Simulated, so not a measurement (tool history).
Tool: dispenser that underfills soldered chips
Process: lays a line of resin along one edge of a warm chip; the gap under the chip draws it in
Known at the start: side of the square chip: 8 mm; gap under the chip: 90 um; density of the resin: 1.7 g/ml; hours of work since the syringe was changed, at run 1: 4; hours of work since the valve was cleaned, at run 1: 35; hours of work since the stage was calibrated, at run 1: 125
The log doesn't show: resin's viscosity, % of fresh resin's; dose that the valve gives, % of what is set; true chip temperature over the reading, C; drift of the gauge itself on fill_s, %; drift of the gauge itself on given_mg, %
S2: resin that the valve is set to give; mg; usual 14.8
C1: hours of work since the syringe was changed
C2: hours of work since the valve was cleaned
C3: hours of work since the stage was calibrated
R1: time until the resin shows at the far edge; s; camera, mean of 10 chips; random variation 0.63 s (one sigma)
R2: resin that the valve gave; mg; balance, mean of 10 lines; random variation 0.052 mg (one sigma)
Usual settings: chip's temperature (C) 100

{"run": 1, "hour": 0.0, "chip's temperature (C)": 100, "S2": 14.8, "C1": 4, "C2": 35, "C3": 125, "R1": 76.2, "R2": 14.32}
{"run": 2, "hour": 5.6, "chip's temperature (C)": 107, "S2": 14.8, "C1": 7, "C2": 39, "C3": 129, "R1": 76.5, "R2": 14.32}
{"hour": 12.0, "done": "new syringe of resin"}
{"run": 3, "hour": 14.0, "chip's temperature (C)": 107, "S2": 14.8, "C1": 1, "C2": 44, "C3": 134, "R1": 49.5, "R2": 14.18}
{"hour": 19.0, "done": "dispensing valve cleaned and set on the balance"}
{"run": 4, "hour": 19.4, "chip's temperature (C)": 107, "S2": 14.8, "C1": 4, "C2": 0, "C3": 137, "R1": 58.4, "R2": 14.73}
{"run": 5, "hour": 26.7, "chip's temperature (C)": 107, "S2": 14.8, "C1": 9, "C2": 5, "C3": 142, "R1": 82.1, "R2": 14.62}
{"hour": 31.2, "done": "new syringe of resin"}
{"run": 6, "hour": 34.3, "chip's temperature (C)": 107, "S2": 14.8, "C1": 2, "C2": 10, "C3": 146, "R1": 50.7, "R2": 14.54}
{"run": 7, "hour": 43.3, "chip's temperature (C)": 107, "S2": 14.8, "C1": 8, "C2": 16, "C3": 152, "R1": 76.7, "R2": 14.64}
{"run": 8, "hour": 47.6, "chip's temperature (C)": 107, "S2": 14.8, "C1": 11, "C2": 18, "C3": 155, "R1": 93.2, "R2": 14.53}
{"hour": 49.5, "done": "new syringe of resin"}
{"run": 9, "hour": 53.7, "chip's temperature (C)": 100, "S2": 17.1, "C1": 3, "C2": 22, "C3": 159, "R1": 68.2, "R2": 16.68}
{"run": 10, "hour": 61.1, "chip's temperature (C)": 100, "S2": 17.1, "C1": 8, "C2": 27, "C3": 164, "R1": 97.5, "R2": 16.74}
{"hour": 67.7, "done": "new syringe of resin"}
{"run": 11, "hour": 70.3, "chip's temperature (C)": 100, "S2": 17.1, "C1": 2, "C2": 33, "C3": 169, "R1": 62.9, "R2": 16.54}
{"run": 12, "hour": 79.4, "chip's temperature (C)": 100, "S2": 13.6, "C1": 8, "C2": 39, "C3": 175, "R1": 99.8, "R2": 13.09}
{"hour": 85.6, "done": "new syringe of resin"}
{"run": 13, "hour": 85.9, "chip's temperature (C)": 100, "S2": 14.8, "C1": 0, "C2": 43, "C3": 179, "R1": 58.8, "R2": 14.2}
{"run": 14, "hour": 90.0, "chip's temperature (C)": 100, "S2": 14.8, "C1": 3, "C2": 45, "C3": 182, "R1": 71.2, "R2": 14.21}
{"hour": 93.4, "done": "dispensing valve cleaned and set on the balance"}
{"run": 15, "hour": 98.0, "chip's temperature (C)": 100, "S2": 14.8, "C1": 7, "C2": 3, "C3": 187, "R1": 98.9, "R2": 14.75}
{"hour": 104.6, "done": "new syringe of resin"}
{"run": 16, "hour": 107.5, "chip's temperature (C)": 100, "S2": 14.8, "C1": 2, "C2": 9, "C3": 192, "R1": 66.9, "R2": 14.71}
{"run": 17, "hour": 114.4, "chip's temperature (C)": 101, "S2": 14.8, "C1": 6, "C2": 13, "C3": 197, "R1": 87.7, "R2": 14.55}
{"run": 18, "hour": 121.7, "chip's temperature (C)": 101, "S2": 14.8, "C1": 11, "C2": 18, "C3": 202, "R1": 123.5, "R2": 14.51}
{"hour": 122.5, "done": "new syringe of resin"}
{"run": 19, "hour": 129.0, "chip's temperature (C)": 101, "S2": 14.8, "C1": 4, "C2": 23, "C3": 206, "R1": 74.8, "R2": 14.47}
{"run": 20, "hour": 135.6, "chip's temperature (C)": 101, "S2": 14.8, "C1": 8, "C2": 27, "C3": 210, "R1": 102.1, "R2": 14.45}
{"hour": 140.5, "done": "new syringe of resin"}
{"run": 21, "hour": 141.3, "chip's temperature (C)": 94, "S2": 19.1, "C1": 1, "C2": 30, "C3": 214, "R1": 74, "R2": 18.56}
{"run": 22, "hour": 148.0, "chip's temperature (C)": 94, "S2": 19.1, "C1": 5, "C2": 35, "C3": 218, "R1": 102, "R2": 18.45}
{"run": 23, "hour": 156.1, "chip's temperature (C)": 102, "S2": 17.8, "C1": 10, "C2": 40, "C3": 224, "R1": 111.2, "R2": 17.22}
{"hour": 158.9, "done": "new syringe of resin"}
{"run": 24, "hour": 161.4, "chip's temperature (C)": 95, "S2": 14.7, "C1": 2, "C2": 43, "C3": 227, "R1": 78.2, "R2": 14.14}
{"hour": 167.4, "done": "dispensing valve cleaned and set on the balance"}
{"run": 25, "hour": 167.6, "chip's temperature (C)": 103, "S2": 15.7, "C1": 5, "C2": 0, "C3": 230, "R1": 72.6, "R2": 15.77}
{"run": 26, "hour": 172.4, "chip's temperature (C)": 100, "S2": 16.3, "C1": 8, "C2": 3, "C3": 233, "R1": 102.8, "R2": 16.33}
{"hour": 177.7, "done": "new syringe of resin"}
{"run": 27, "hour": 182.0, "chip's temperature (C)": 99, "S2": 14.2, "C1": 3, "C2": 9, "C3": 239, "R1": 75.7, "R2": 14.12}
{"run": 28, "hour": 186.4, "chip's temperature (C)": 94, "S2": 19, "C1": 6, "C2": 12, "C3": 242, "R1": 104, "R2": 18.8}
{"run": 29, "hour": 192.4, "chip's temperature (C)": 91, "S2": 14.8, "C1": 10, "C2": 16, "C3": 246, "R1": 160.8, "R2": 14.64}
{"hour": 196.0, "done": "new syringe of resin"}
{"run": 30, "hour": 201.8, "chip's temperature (C)": 96, "S2": 18.3, "C1": 4, "C2": 22, "C3": 252, "R1": 84.4, "R2": 17.92}
{"run": 31, "hour": 206.7, "chip's temperature (C)": 85, "S2": 13, "C1": 7, "C2": 25, "C3": 255, "R1": 175.1, "R2": 12.76}
{"run": 32, "hour": 211.1, "chip's temperature (C)": 85, "S2": 13, "C1": 10, "C2": 28, "C3": 258, "R1": 217.1, "R2": 12.7}
{"hour": 214.2, "done": "new syringe of resin"}
{"run": 33, "hour": 217.9, "chip's temperature (C)": 88, "S2": 15.7, "C1": 2, "C2": 32, "C3": 262, "R1": 108.1, "R2": 15.24}
{"run": 34, "hour": 224.0, "chip's temperature (C)": 100, "S2": 12.6, "C1": 6, "C2": 36, "C3": 266, "R1": 95.3, "R2": 12.27}
{"run": 35, "hour": 230.9, "chip's temperature (C)": 88, "S2": 15.1, "C1": 11, "C2": 41, "C3": 271, "R1": 199.3, "R2": 14.67}

The same runs without the tool's hidden state, with the same run-to-run variation:
run=1 R1=55.7 R2=14.79
run=2 R1=43.3 R2=14.84
run=3 R1=44.2 R2=14.75
run=4 R1=42.6 R2=14.74
run=5 R1=42.6 R2=14.7
run=6 R1=43 R2=14.68
run=7 R1=42.6 R2=14.85
run=8 R1=42.6 R2=14.77
run=9 R1=54 R2=17.01
run=10 R1=54.5 R2=17.14
run=11 R1=54.5 R2=17.03
run=12 R1=56.2 R2=13.56
run=13 R1=55.5 R2=14.75
run=14 R1=55.4 R2=14.8
run=15 R1=56 R2=14.79
run=16 R1=56.3 R2=14.82
run=17 R1=53.8 R2=14.71
run=18 R1=53.6 R2=14.74
run=19 R1=53.1 R2=14.77
run=20 R1=53.2 R2=14.8
run=21 R1=67.6 R2=19.06
run=22 R1=68.4 R2=19.03
run=23 R1=50.7 R2=17.85
run=24 R1=65.8 R2=14.69
run=25 R1=48.4 R2=15.74
run=26 R1=54.8 R2=16.34
run=27 R1=59.4 R2=14.19
run=28 R1=66.4 R2=18.95
run=29 R1=77.4 R2=14.81
run=30 R1=61.8 R2=18.21
run=31 R1=101 R2=13.01
run=32 R1=102.1 R2=12.98
run=33 R1=86.5 R2=15.63
run=34 R1=57.3 R2=12.64
run=35 R1=86.4 R2=15.16
